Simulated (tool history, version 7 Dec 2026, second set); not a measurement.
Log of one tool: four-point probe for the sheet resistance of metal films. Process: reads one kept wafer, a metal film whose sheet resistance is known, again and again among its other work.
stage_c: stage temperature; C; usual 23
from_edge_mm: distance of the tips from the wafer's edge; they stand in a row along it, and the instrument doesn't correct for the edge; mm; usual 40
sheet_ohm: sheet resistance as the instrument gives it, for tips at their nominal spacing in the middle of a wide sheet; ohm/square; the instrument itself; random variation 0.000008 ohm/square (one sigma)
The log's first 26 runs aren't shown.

run	hour	stage_c	from_edge_mm	sheet_ohm
27	393.3	23	22	0.039919
28	411.1	23	22	0.039929
# hour 413.1: stage's thermometer calibrated, once more
29	429.0	23	22	0.039970
30	446.0	21	8	0.040201
31	458.9	29	73	0.040157
32	477.6	29	73	0.040149
33	497.8	29	73	0.040148
34	514.2	20	5	0.040668
35	524.3	33	72	0.040284
36	537.4	25	53	0.040018
37	555.7	32	4	0.041573
38	569.6	32	4	0.041580
39	583.1	22	40	0.039919
40	599.5	28	7	0.040548

Forecast each of these 3 alternatives for the next run:
A	617.5	23	15	?
B	617.5	22	14	?
C	617.5	22	40	?

run	sheet_ohm
A	0.040034
B	0.040008
C	0.039916
Without the tool's hidden state the same runs would have given:
run	sheet_ohm
A	0.040088
B	0.040062
C	0.039970

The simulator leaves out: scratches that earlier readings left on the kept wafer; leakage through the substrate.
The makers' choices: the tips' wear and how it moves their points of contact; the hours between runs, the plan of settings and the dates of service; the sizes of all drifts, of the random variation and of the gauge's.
